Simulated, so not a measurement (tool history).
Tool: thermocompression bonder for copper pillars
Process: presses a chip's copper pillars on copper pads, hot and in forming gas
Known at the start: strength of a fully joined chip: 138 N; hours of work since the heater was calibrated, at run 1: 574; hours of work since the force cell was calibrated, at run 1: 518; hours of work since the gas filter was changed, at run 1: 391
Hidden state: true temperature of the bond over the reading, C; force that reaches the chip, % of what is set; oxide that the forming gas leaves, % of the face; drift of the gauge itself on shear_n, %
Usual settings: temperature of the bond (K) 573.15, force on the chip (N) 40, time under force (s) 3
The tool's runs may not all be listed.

| run | hour | temperature of the bond (K) | force on the chip (N) | time under force (s) | hours of work since the heater was calibrated | hours of work since the force cell was calibrated | hours of work since the gas filter was changed | force that shears a chip off (N) |
|---|---|---|---|---|---|---|---|---|
| 1 | 0 | 573.15 | 40 | 3 | 574 | 518 | 391 | 93.2 |
|  | 34.3 | forming gas filter changed |
| 2 | 45 | 573.15 | 40 | 3 | 595 | 539 | 5 | 95.3 |
| 3 | 110.1 | 573.15 | 40 | 3 | 626 | 569 | 36 | 95 |
| 4 | 158.9 | 573.15 | 40 | 3 | 649 | 592 | 59 | 95.4 |
| 5 | 232.3 | 559.15 | 40 | 3 | 683 | 627 | 93 | 86.2 |
| 6 | 275.8 | 573.15 | 40 | 3 | 704 | 647 | 114 | 95.3 |
| 7 | 355.6 | 578.15 | 40 | 3 | 741 | 685 | 151 | 98.6 |
| 8 | 440 | 578.15 | 40 | 3 | 781 | 724 | 191 | 99.4 |
| 9 | 506.3 | 573.15 | 40 | 3 | 812 | 756 | 222 | 95.9 |
| 10 | 545.2 | 573.15 | 34 | 3 | 831 | 774 | 240 | 83.8 |
| 11 | 589.4 | 573.15 | 34 | 3 | 851 | 795 | 261 | 83 |
| 12 | 648 | 573.15 | 34 | 3 | 879 | 822 | 289 | 82.9 |
| 13 | 711.8 | 573.15 | 34 | 3 | 909 | 852 | 319 | 83.3 |
| 14 | 799.1 | 573.15 | 40 | 3 | 950 | 893 | 360 | 95.5 |
| 15 | 856.6 | 573.15 | 40 | 8 | 977 | 920 | 387 | 118.7 |
|  | 900.2 | forming gas filter changed |
| 16 | 903.6 | 573.15 | 40 | 8 | 999 | 942 | 2 | 116.3 |
|  | 939.2 | heater calibrated with a thermocouple chip |
| 17 | 946 | 573.15 | 40 | 8 | 3 | 961 | 21 | 118.4 |
| 18 | 1023.5 | 573.15 | 40 | 8 | 40 | 998 | 57 | 117.6 |
| 19 | 1090.2 | 573.15 | 40 | 8 | 71 | 1029 | 88 | 119.4 |
| 20 | 1151.7 | 573.15 | 40 | 8 | 100 | 1058 | 117 | 116.6 |
| 21 | 1217.4 | 573.15 | 40 | 4 | 131 | 1089 | 148 | 101.1 |
| 22 | 1266.3 | 573.15 | 40 | 4 | 154 | 1112 | 171 | 102.8 |
| 23 | 1327.4 | 553.15 | 28 | 2 | 183 | 1141 | 200 | 50.2 |
| 24 | 1375.3 | 573.15 | 40 | 6 | 205 | 1163 | 223 | 111.6 |
| 25 | 1426.4 | 589.15 | 43 | 6 | 229 | 1187 | 247 | 122 |
| 26 | 1475.5 | 588.15 | 26 | 8 | 252 | 1210 | 270 | 96.9 |
| 27 | 1525 | 588.15 | 26 | 8 | 276 | 1234 | 293 | 99.1 |
| 28 | 1615.1 | 573.15 | 24 | 6 | 318 | 1276 | 335 | 76.2 |
| 29 | 1691.9 | 573.15 | 43 | 4 | 354 | 1312 | 371 | 105.3 |
| 30 | 1757.7 | 602.15 | 37 | 2 | 385 | 1343 | 402 | 95.8 |
|  | 1769.2 | forming gas filter changed |
| 31 | 1817.7 | 565.15 | 26 | 2 | 413 | 1371 | 23 | 51.2 |
| 32 | 1891.3 | 565.15 | 26 | 2 | 448 | 1406 | 57 | 50.8 |
| 33 | 1953.9 | 556.15 | 30 | 3 | 477 | 1435 | 87 | 63.3 |
| 34 | 2001.4 | 564.15 | 57 | 9 | 499 | 1457 | 109 | 131.9 |
| 35 | 2089.4 | 584.15 | 37 | 9 | 541 | 1499 | 151 | 120.9 |
| 36 | 2144.9 | 598.15 | 40 | 2 | 567 | 1525 | 177 | 100.2 |
| 37 | 2194.4 | 598.15 | 24 | 4 | 590 | 1548 | 200 | 80.2 |
| 38 | 2275.5 | 601.15 | 38 | 2 | 628 | 1586 | 238 | 95.1 |
| 39 | 2311.8 | 601.15 | 38 | 2 | 645 | 1604 | 255 | 97.1 |
| 40 | 2400.9 | 573.15 | 40 | 3 | 687 | 1645 | 297 | 94.4 |

3 ways to go on from here, each from the tool as it stands after run 40. What would each give?
| A | 2461.1 | 573.15 | 40 | 4 | 716 | 1674 | 325 | ? |
| B | 2461.1 | 578.15 | 48 | 3 | 716 | 1674 | 325 | ? |
| C | 2461.1 | 573.15 | 40 | 3 | 716 | 1674 | 325 | ? |

| run | force that shears a chip off (N) |
|---|---|
| A | 102.8 |
| B | 108.7 |
| C | 93.9 |
Without the tool's hidden state the same runs would have given:
| run | force that shears a chip off (N) |
|---|---|
| A | 103.2 |
| B | 109.1 |
| C | 94.2 |
